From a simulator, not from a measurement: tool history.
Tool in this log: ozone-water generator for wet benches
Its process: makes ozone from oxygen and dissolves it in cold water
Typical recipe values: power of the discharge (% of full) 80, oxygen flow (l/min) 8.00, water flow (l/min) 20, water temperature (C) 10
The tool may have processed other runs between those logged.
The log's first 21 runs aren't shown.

run	day	power of the discharge (% of full)	oxygen flow (l/min)	water flow (l/min)	water temperature (C)	dissolved ozone (ppm)	ozone in the gas ahead of the water (g/m3)
22	36.612	80	8.00	14	17	36.6	273.4
23	38.488	73	8.00	18	10	33.2	251.5
24	40.375	73	8.00	18	10	32.8	250.4
25	41.892	53	10.96	18	10	25.2	171.4
26	43.317	80	8.00	20	5	35.1	270.4
27	44.700	55	4.06	26	6	17.2	261.5
28	47.150	55	4.06	26	6	17.3	259.4
29	48.408	55	4.06	26	6	17.3	260.2
30	49.854	55	4.06	26	6	17.1	261.1
31	51.871	97	7.41	18	10	40.8	327.1
32	53.462	97	10.47	18	10	41.6	284.0
33	55.417	97	10.47	18	10	42.4	285.1

4 ways to go on from here, each from the tool as it stands after run 33. What would each give?
A	56.692	97	9.07	18	10	?	?
B	56.692	97	11.15	22	5	?	?
C	56.692	61	4.34	18	6	?	?
D	56.692	97	10.47	23	10	?	?

run	dissolved ozone (ppm)	ozone in the gas ahead of the water (g/m3)
A	41.9	303.7
B	40.2	278.5
C	26.8	275.1
D	36.1	283.1
Without the tool's hidden state the same runs would have given:
run	dissolved ozone (ppm)	ozone in the gas ahead of the water (g/m3)
A	41.9	310.8
B	40.2	285.0
C	26.8	281.5
D	36.2	289.7
